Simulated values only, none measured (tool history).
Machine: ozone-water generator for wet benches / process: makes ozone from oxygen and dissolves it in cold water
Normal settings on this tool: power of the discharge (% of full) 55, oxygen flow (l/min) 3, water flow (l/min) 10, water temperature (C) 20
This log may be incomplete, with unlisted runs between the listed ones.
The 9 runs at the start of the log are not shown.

run      day  power of the discharge (% of full)  oxygen flow (l/min)  water flow (l/min)  water temperature (C)  hours of work since the electrodes were changed  hours of work since the contactor was cleaned  hours of work since the thermometer was calibrated  dissolved ozone (ppm)  ozone in the gas ahead of the water (g/m3)
 10     39.3                                  55                    3                  10                     20                                             5374                                           1096                                                3416                   16.7                                       150.3
 11   43.883                                  55                    3                  10                     20                                             5461                                           1184                                                3503                   16.7                                       147.4
 12   47.483                                  55                    3                  10                     20                                             5530                                           1253                                                3572                   16.5                                       149.5
 13   53.312                                  55                    3                   6                     20                                             5642                                           1364                                                3684                   22.4                                       146.9
 14   59.412                                  55                    3                   6                     20                                             5758                                           1481                                                3800                   22.4                                       149.1
 15   63.146                                  55                    3                   6                     20                                             5830                                           1552                                                3872                   22.3                                       148.8
 16   68.142                                  55                    3                   6                     20                                             5925                                           1648                                                3967                   22.3                                       147.5
 17   73.267                                  55                    3                  12                     20                                             6023                                           1746                                                4065                   14.6                                       147.2
 18   76.258                                  55                    3                  11                     20                                             6081                                           1803                                                4123                   15.6                                       147.3
 19   78.742                                  55                    3                  11                     20                                             6128                                           1851                                                4170                   15.4                                       147.7
 20   83.858                                  55                    3                  11                     20                                             6226                                           1949                                                4268                   15.4                                       147.7
 21   88.904                                  55                    3                  10                     15                                             6323                                           2045                                                4364                   17.7                                       146.8
 22   93.771                                  55                    3                  10                     20                                             6416                                           2138                                                4458                   16.4                                       146.6
 23   97.767                                  81                  3.7                  13                     16                                             6492                                           2215                                                4534                     19                                       169.9
      98.179  -- water thermometer calibrated
 24  101.533                                  41                 5.01                  10                     25                                             6564                                           2286                                                  64                   12.3                                          97
 25  106.562                                  41                 5.01                  10                     25                                             6660                                           2383                                                 160                   12.4                                        97.2
 26  111.412                                  41                 5.01                  10                     25                                             6753                                           2475                                                 253                   12.2                                        97.2
 27  115.329                                  41                 5.01                  10                     25                                             6828                                           2550                                                 328                   11.9                                        98.5
 28  120.688                                  41                  4.3                  10                     25                                             6930                                           2653                                                 431                   12.1                                       104.5
     122.454  -- water thermometer calibrated, once more
 29   124.25                                  90                 1.92                  12                     20                                             6998                                           2720                                                  34                     18                                       234.6
 30  130.371                                  90                 1.92                  12                     20                                             7115                                           2838                                                 151                     18                                       238.7
 31  135.454                                  88                    3                  10                     20                                             7212                                           2935                                                 249                   21.4                                       192.7
 32  139.308                                  69                 4.64                  16                     13                                             7286                                           3009                                                 322                   15.6                                       136.3
 33  142.571                                  69                 4.64                  16                     13                                             7348                                           3071                                                 385                   15.4                                         136

Alternative continuations, all from the tool just after run 33; predict every row:
  A  146.371                                  47                 5.09                  10                     20                                             7421                                           3144                                                 458                      ?                                           ?
  B  146.371                                  83                 2.13                  16                     13                                             7421                                           3144                                                 458                      ?                                           ?
  C  146.371                                  55                    3                   7                     20                                             7421                                           3144                                                 458                      ?                                           ?
  D  146.371                                  70                 1.72                   9                     13                                             7421                                           3144                                                 458                      ?                                           ?

run  dissolved ozone (ppm)  ozone in the gas ahead of the water (g/m3)
  A                   14.6                                       104.5
  B                   14.6                                       212.7
  C                     20                                       144.4
  D                     20                                       211.5
The same runs, with their run-to-run variation unchanged, on a tool lacking any hidden condition would have given:
run  dissolved ozone (ppm)  ozone in the gas ahead of the water (g/m3)
  A                   16.5                                       114.3
  B                   17.2                                       243.1
  C                   22.8                                       159.9
  D                   23.2                                       238.5
